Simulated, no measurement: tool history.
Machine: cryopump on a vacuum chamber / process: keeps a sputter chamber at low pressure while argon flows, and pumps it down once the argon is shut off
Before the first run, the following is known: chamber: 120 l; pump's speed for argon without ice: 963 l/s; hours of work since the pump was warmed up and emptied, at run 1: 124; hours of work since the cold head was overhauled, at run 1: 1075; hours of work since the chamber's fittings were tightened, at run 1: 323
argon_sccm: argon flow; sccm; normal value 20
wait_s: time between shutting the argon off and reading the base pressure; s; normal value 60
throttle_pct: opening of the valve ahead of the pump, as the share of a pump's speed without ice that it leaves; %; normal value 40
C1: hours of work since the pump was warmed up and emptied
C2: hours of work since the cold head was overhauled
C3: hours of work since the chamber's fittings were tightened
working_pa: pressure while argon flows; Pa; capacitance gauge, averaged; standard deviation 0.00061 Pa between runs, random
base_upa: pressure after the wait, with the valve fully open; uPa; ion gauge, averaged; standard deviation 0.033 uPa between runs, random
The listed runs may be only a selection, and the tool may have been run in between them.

Run 1, hour 0: usual settings; C1 124; C2 1075; C3 323. Result: working_pa 0.0889 Pa, base_upa 2.02 uPa.
Run 2, hour 22.3: usual settings but argon_sccm 24 sccm; C1 139; C2 1091; C3 339. Result: working_pa 0.1074 Pa, base_upa 2.04 uPa.
Run 3, hour 48.9: usual settings but argon_sccm 24 sccm; C1 158; C2 1109; C3 357. Result: working_pa 0.1079 Pa, base_upa 2.07 uPa.
Run 4, hour 86.6: usual settings but argon_sccm 24 sccm; C1 184; C2 1135; C3 383. Result: working_pa 0.1085 Pa, base_upa 2.03 uPa.
Run 5, hour 113.4: usual settings; C1 202; C2 1153; C3 401. Result: working_pa 0.0891 Pa, base_upa 2.07 uPa.
Run 6, hour 137.7: usual settings; C1 219; C2 1170; C3 418. Result: working_pa 0.0893 Pa, base_upa 2.1 uPa.
Run 7, hour 165.6: usual settings but wait_s 26 s; C1 238; C2 1189; C3 437. Result: working_pa 0.0915 Pa, base_upa 3.98 uPa.
Run 8, hour 196: usual settings but wait_s 26 s; C1 259; C2 1210; C3 458. Result: working_pa 0.09 Pa, base_upa 4 uPa.
Run 9, hour 220.2: usual settings but wait_s 26 s; C1 275; C2 1227; C3 475. Result: working_pa 0.0905 Pa, base_upa 4.06 uPa.
Run 10, hour 252.2: usual settings; C1 298; C2 1249; C3 497. Result: working_pa 0.0896 Pa, base_upa 2.15 uPa.
Run 11, hour 276.5: usual settings; C1 314; C2 1265; C3 513. Result: working_pa 0.0911 Pa, base_upa 2.1 uPa.
Run 12, hour 321.8: usual settings but argon_sccm 9 sccm; C1 345; C2 1296; C3 544. Result: working_pa 0.0413 Pa, base_upa 2.09 uPa.
Run 13, hour 368.3: usual settings but argon_sccm 30 sccm; C1 377; C2 1328; C3 576. Result: working_pa 0.1361 Pa, base_upa 2.19 uPa.
Run 14, hour 392.2: usual settings but argon_sccm 30 sccm; C1 394; C2 1345; C3 593. Result: working_pa 0.1364 Pa, base_upa 2.17 uPa.
Run 15, hour 438.5: usual settings but argon_sccm 30 sccm, throttle_pct 35 %; C1 425; C2 1377; C3 625. Result: working_pa 0.1568 Pa, base_upa 2.26 uPa.
Run 16, hour 460: usual settings but argon_sccm 30 sccm, throttle_pct 35 %; C1 440; C2 1391; C3 639. Result: working_pa 0.1573 Pa, base_upa 2.22 uPa.
Run 17, hour 496.4: usual settings but argon_sccm 17 sccm, wait_s 157 s; C1 465; C2 1416; C3 664. Result: working_pa 0.0764 Pa, base_upa 1.34 uPa.
Run 18, hour 542.2: usual settings but argon_sccm 17 sccm, wait_s 157 s; C1 497; C2 1448; C3 696. Result: working_pa 0.0785 Pa, base_upa 1.35 uPa.
Run 19, hour 561.8: usual settings but argon_sccm 17 sccm, wait_s 157 s; C1 510; C2 1461; C3 709. Result: working_pa 0.0787 Pa, base_upa 1.36 uPa.
Run 20, hour 589.9: usual settings but argon_sccm 29 sccm, wait_s 68 s, throttle_pct 28 %; C1 530; C2 1481; C3 729. Result: working_pa 0.1875 Pa, base_upa 2.13 uPa.
Run 21, hour 610.6: usual settings but argon_sccm 13 sccm, wait_s 67 s, throttle_pct 27 %; C1 544; C2 1495; C3 743. Result: working_pa 0.0876 Pa, base_upa 2.21 uPa.
Run 22, hour 646.6: usual settings but wait_s 91 s; C1 568; C2 1520; C3 768. Result: working_pa 0.0922 Pa, base_upa 1.85 uPa.
Run 23, hour 683: usual settings but wait_s 91 s; C1 594; C2 1545; C3 793. Result: working_pa 0.0925 Pa, base_upa 1.83 uPa.
Run 24, hour 726.4: usual settings but argon_sccm 37 sccm, wait_s 103 s; C1 623; C2 1574; C3 822. Result: working_pa 0.1726 Pa, base_upa 1.77 uPa.
Run 25, hour 774.3: usual settings but argon_sccm 17 sccm, wait_s 239 s, throttle_pct 17 %; C1 656; C2 1607; C3 855. Result: working_pa 0.1801 Pa, base_upa 1.32 uPa.
Run 26, hour 803.5: usual settings but wait_s 289 s; C1 676; C2 1627; C3 875. Result: working_pa 0.093 Pa, base_upa 1.28 uPa.
Run 27, hour 827.9: usual settings but argon_sccm 12 sccm, wait_s 56 s, throttle_pct 17 %; C1 693; C2 1644; C3 892. Result: working_pa 0.1277 Pa, base_upa 2.47 uPa.
Run 28, hour 860.7: usual settings but wait_s 22 s, throttle_pct 48 %; C1 716; C2 1667; C3 915. Result: working_pa 0.0795 Pa, base_upa 4.92 uPa.
Run 29, hour 893.4: usual settings but argon_sccm 24 sccm, wait_s 46 s; C1 738; C2 1689; C3 937. Result: working_pa 0.1135 Pa, base_upa 2.93 uPa.
Run 30, hour 928.6: usual settings but argon_sccm 24 sccm, wait_s 39 s, throttle_pct 22 %; C1 762; C2 1713; C3 961. Result: working_pa 0.1984 Pa, base_upa 3.26 uPa.
Run 31, hour 954.8: usual settings but argon_sccm 34 sccm, wait_s 22 s, throttle_pct 59 %; C1 780; C2 1731; C3 979. Result: working_pa 0.1115 Pa, base_upa 4.98 uPa.
Run 32, hour 1001.4: usual settings but argon_sccm 22 sccm, wait_s 157 s, throttle_pct 18 %; C1 812; C2 1763; C3 1011. Result: working_pa 0.2212 Pa, base_upa 1.65 uPa.

Below, some changes in working_pa between adjacent runs. For each, the amount present without the hidden state too (settings, incoming material, random variation) and the amount remaining for the hidden state with gauge scatter not shared by both compared results:
What the log doesn't record here: pump's speed, % of a pump's without ice; cold plate's temperature, K; leak into the chamber, uPa l/s; drift of the gauge itself on working_pa, %; drift of the gauge itself on base_upa, %.
Run 19 -> 20: argon_sccm 17 -> 29, wait_s 157 -> 68, throttle_pct 40 -> 28. working_pa +0.1088 Pa: hidden state +0.0029, all else +0.1059.
Run 20 -> 21: argon_sccm 29 -> 13, wait_s 68 -> 67, throttle_pct 28 -> 27. working_pa -0.0999 Pa: hidden state -0.0035, all else -0.0964.
Run 23 -> 24: argon_sccm 20 -> 37, wait_s 91 -> 103. working_pa +0.0801 Pa: hidden state +0.0048, all else +0.0753.
Run 24 -> 25: argon_sccm 37 -> 17, wait_s 103 -> 239, throttle_pct 40 -> 17. working_pa +0.0075 Pa: hidden state -0.0052, all else +0.0127.
Run 31 -> 32: argon_sccm 34 -> 22, wait_s 22 -> 157, throttle_pct 59 -> 18. working_pa +0.1097 Pa: hidden state -0.0037, all else +0.1134.
